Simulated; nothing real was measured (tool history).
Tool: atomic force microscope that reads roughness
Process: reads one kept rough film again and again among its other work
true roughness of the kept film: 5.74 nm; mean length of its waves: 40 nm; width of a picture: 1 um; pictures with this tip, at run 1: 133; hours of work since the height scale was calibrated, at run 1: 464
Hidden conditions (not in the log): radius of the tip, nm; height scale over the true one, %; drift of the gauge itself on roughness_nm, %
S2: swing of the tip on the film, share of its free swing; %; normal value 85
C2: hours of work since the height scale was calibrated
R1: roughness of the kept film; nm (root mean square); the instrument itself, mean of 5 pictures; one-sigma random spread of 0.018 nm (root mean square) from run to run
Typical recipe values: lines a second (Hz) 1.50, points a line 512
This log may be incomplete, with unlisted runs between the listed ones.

{"run": 1, "hour": 0.0, "lines a second (Hz)": 1.5, "S2": 85, "points a line": 512, "pictures with this tip": 133, "C2": 464, "R1": 3.319}
{"hour": 3.5, "done": "new tip fitted"}
{"run": 2, "hour": 61.5, "lines a second (Hz)": 1.5, "S2": 85, "points a line": 512, "pictures with this tip": 44, "C2": 491, "R1": 3.898}
{"run": 3, "hour": 124.8, "lines a second (Hz)": 1.5, "S2": 85, "points a line": 512, "pictures with this tip": 93, "C2": 519, "R1": 3.546}
{"run": 4, "hour": 154.5, "lines a second (Hz)": 1.5, "S2": 85, "points a line": 512, "pictures with this tip": 115, "C2": 532, "R1": 3.402}
{"hour": 181.5, "done": "new tip fitted"}
{"run": 5, "hour": 213.5, "lines a second (Hz)": 1.5, "S2": 85, "points a line": 512, "pictures with this tip": 25, "C2": 558, "R1": 4.049}
{"run": 6, "hour": 261.6, "lines a second (Hz)": 1.5, "S2": 68, "points a line": 512, "pictures with this tip": 61, "C2": 579, "R1": 4.158}
{"run": 7, "hour": 329.7, "lines a second (Hz)": 1.5, "S2": 79, "points a line": 512, "pictures with this tip": 113, "C2": 609, "R1": 3.599}
{"hour": 359.6, "done": "new tip fitted"}
{"run": 8, "hour": 380.1, "lines a second (Hz)": 1.5, "S2": 85, "points a line": 512, "pictures with this tip": 15, "C2": 631, "R1": 4.145}
{"run": 9, "hour": 414.0, "lines a second (Hz)": 1.5, "S2": 85, "points a line": 543, "pictures with this tip": 41, "C2": 646, "R1": 3.95}
{"run": 10, "hour": 449.5, "lines a second (Hz)": 1.5, "S2": 85, "points a line": 543, "pictures with this tip": 68, "C2": 662, "R1": 3.73}
{"run": 11, "hour": 490.7, "lines a second (Hz)": 2.8, "S2": 85, "points a line": 512, "pictures with this tip": 100, "C2": 680, "R1": 3.139}
{"hour": 540.6, "done": "new tip fitted"}
{"run": 12, "hour": 542.5, "lines a second (Hz)": 0.69, "S2": 85, "points a line": 512, "pictures with this tip": 2, "C2": 702, "R1": 4.579}
{"run": 13, "hour": 594.6, "lines a second (Hz)": 0.69, "S2": 85, "points a line": 512, "pictures with this tip": 41, "C2": 725, "R1": 4.251}
{"run": 14, "hour": 629.8, "lines a second (Hz)": 1.5, "S2": 85, "points a line": 512, "pictures with this tip": 68, "C2": 741, "R1": 3.715}
{"run": 15, "hour": 690.5, "lines a second (Hz)": 1.5, "S2": 85, "points a line": 743, "pictures with this tip": 114, "C2": 768, "R1": 3.444}
{"hour": 723.4, "done": "new tip fitted"}
{"run": 16, "hour": 753.5, "lines a second (Hz)": 1.5, "S2": 85, "points a line": 743, "pictures with this tip": 23, "C2": 795, "R1": 4.034}
{"run": 17, "hour": 784.6, "lines a second (Hz)": 1.5, "S2": 82, "points a line": 743, "pictures with this tip": 47, "C2": 809, "R1": 3.965}
{"run": 18, "hour": 827.1, "lines a second (Hz)": 1.5, "S2": 85, "points a line": 443, "pictures with this tip": 79, "C2": 828, "R1": 3.694}
{"run": 19, "hour": 878.1, "lines a second (Hz)": 1.5, "S2": 85, "points a line": 443, "pictures with this tip": 118, "C2": 850, "R1": 3.447}
{"hour": 900.2, "done": "new tip fitted"}
{"run": 20, "hour": 922.9, "lines a second (Hz)": 1.5, "S2": 85, "points a line": 443, "pictures with this tip": 17, "C2": 870, "R1": 4.071}
{"run": 21, "hour": 970.4, "lines a second (Hz)": 1.5, "S2": 85, "points a line": 368, "pictures with this tip": 53, "C2": 891, "R1": 3.824}
{"run": 22, "hour": 1000.7, "lines a second (Hz)": 1.5, "S2": 85, "points a line": 512, "pictures with this tip": 76, "C2": 904, "R1": 3.662}
{"run": 23, "hour": 1033.9, "lines a second (Hz)": 1.5, "S2": 85, "points a line": 512, "pictures with this tip": 101, "C2": 919, "R1": 3.519}
{"run": 24, "hour": 1064.9, "lines a second (Hz)": 1.5, "S2": 85, "points a line": 512, "pictures with this tip": 125, "C2": 932, "R1": 3.351}
{"hour": 1081.0, "done": "new tip fitted"}
{"run": 25, "hour": 1110.0, "lines a second (Hz)": 1.5, "S2": 56, "points a line": 774, "pictures with this tip": 22, "C2": 952, "R1": 4.634}
{"run": 26, "hour": 1174.8, "lines a second (Hz)": 2.13, "S2": 85, "points a line": 559, "pictures with this tip": 71, "C2": 981, "R1": 3.479}
{"run": 27, "hour": 1213.7, "lines a second (Hz)": 1.35, "S2": 79, "points a line": 559, "pictures with this tip": 101, "C2": 998, "R1": 3.652}
{"run": 28, "hour": 1247.0, "lines a second (Hz)": 1.35, "S2": 79, "points a line": 559, "pictures with this tip": 126, "C2": 1012, "R1": 3.534}
{"hour": 1262.3, "done": "new tip fitted"}
{"run": 29, "hour": 1287.5, "lines a second (Hz)": 0.81, "S2": 78, "points a line": 762, "pictures with this tip": 19, "C2": 1030, "R1": 4.491}
{"run": 30, "hour": 1348.3, "lines a second (Hz)": 0.52, "S2": 58, "points a line": 1004, "pictures with this tip": 65, "C2": 1057, "R1": 4.327}
{"run": 31, "hour": 1410.6, "lines a second (Hz)": 0.52, "S2": 58, "points a line": 1004, "pictures with this tip": 113, "C2": 1084, "R1": 3.912}
{"hour": 1414.7, "done": "height scale calibrated on a step standard"}
{"hour": 1442.4, "done": "new tip fitted"}
{"run": 32, "hour": 1476.7, "lines a second (Hz)": 0.52, "S2": 58, "points a line": 1004, "pictures with this tip": 26, "C2": 27, "R1": 4.605}
{"run": 33, "hour": 1524.4, "lines a second (Hz)": 2.5, "S2": 62, "points a line": 512, "pictures with this tip": 62, "C2": 48, "R1": 3.995}
{"run": 34, "hour": 1559.7, "lines a second (Hz)": 1.5, "S2": 85, "points a line": 291, "pictures with this tip": 89, "C2": 64, "R1": 3.543}
{"run": 35, "hour": 1615.9, "lines a second (Hz)": 1.5, "S2": 88, "points a line": 316, "pictures with this tip": 132, "C2": 89, "R1": 3.22}
{"hour": 1622.4, "done": "new tip fitted"}
{"run": 36, "hour": 1667.2, "lines a second (Hz)": 1.12, "S2": 82, "points a line": 710, "pictures with this tip": 35, "C2": 111, "R1": 4.13}
{"run": 37, "hour": 1719.3, "lines a second (Hz)": 0.65, "S2": 79, "points a line": 710, "pictures with this tip": 74, "C2": 134, "R1": 4.021}
{"hour": 1779.4, "done": "height scale calibrated on a step standard, once more"}
{"run": 38, "hour": 1789.2, "lines a second (Hz)": 1.04, "S2": 85, "points a line": 512, "pictures with this tip": 127, "C2": 4, "R1": 3.53}
{"hour": 1803.1, "done": "new tip fitted"}
{"run": 39, "hour": 1835.7, "lines a second (Hz)": 1.17, "S2": 89, "points a line": 337, "pictures with this tip": 25, "C2": 25, "R1": 4.069}
{"run": 40, "hour": 1888.1, "lines a second (Hz)": 1.5, "S2": 69, "points a line": 465, "pictures with this tip": 65, "C2": 48, "R1": 4.109}
{"run": 41, "hour": 1952.5, "lines a second (Hz)": 1.5, "S2": 69, "points a line": 465, "pictures with this tip": 114, "C2": 76, "R1": 3.763}
{"hour": 1983.5, "done": "new tip fitted"}
{"run": 42, "hour": 1999.4, "lines a second (Hz)": 2.75, "S2": 72, "points a line": 512, "pictures with this tip": 12, "C2": 97, "R1": 4.225}
{"run": 43, "hour": 2043.4, "lines a second (Hz)": 2.45, "S2": 72, "points a line": 414, "pictures with this tip": 46, "C2": 116, "R1": 3.956}
{"run": 44, "hour": 2086.2, "lines a second (Hz)": 2.93, "S2": 86, "points a line": 512, "pictures with this tip": 78, "C2": 135, "R1": 3.172}
{"run": 45, "hour": 2150.2, "lines a second (Hz)": 0.52, "S2": 79, "points a line": 272, "pictures with this tip": 127, "C2": 163, "R1": 3.724}
{"hour": 2165.4, "done": "new tip fitted"}
{"run": 46, "hour": 2202.7, "lines a second (Hz)": 0.78, "S2": 67, "points a line": 754, "pictures with this tip": 29, "C2": 186, "R1": 4.558}

Below, each run's measurement less what the same run would have read without the hidden state. Both values contain the same run-to-run variation, but the gauge's scatter may not be the same in both:
run=1 R1=-0.990
run=2 R1=-0.431
run=3 R1=-0.804
run=4 R1=-0.924
run=5 R1=-0.238
run=6 R1=-0.543
run=7 R1=-0.867
run=8 R1=-0.157
run=9 R1=-0.365
run=10 R1=-0.573
run=11 R1=-0.709
run=12 R1=-0.083
run=13 R1=-0.431
run=14 R1=-0.596
run=15 R1=-0.866
run=16 R1=-0.253
run=17 R1=-0.456
run=18 R1=-0.642
run=19 R1=-0.854
run=20 R1=-0.216
run=21 R1=-0.481
run=22 R1=-0.648
run=23 R1=-0.790
run=24 R1=-0.917
run=25 R1=-0.264
run=26 R1=-0.581
run=27 R1=-0.845
run=28 R1=-0.997
run=29 R1=-0.240
run=30 R1=-0.647
run=31 R1=-1.026
run=32 R1=-0.368
run=33 R1=-0.670
run=34 R1=-0.776
run=35 R1=-1.015
run=36 R1=-0.380
run=37 R1=-0.736
run=38 R1=-0.999
run=39 R1=-0.255
run=40 R1=-0.590
run=41 R1=-0.931
run=42 R1=-0.139
run=43 R1=-0.440
run=44 R1=-0.584
run=45 R1=-1.088
run=46 R1=-0.319
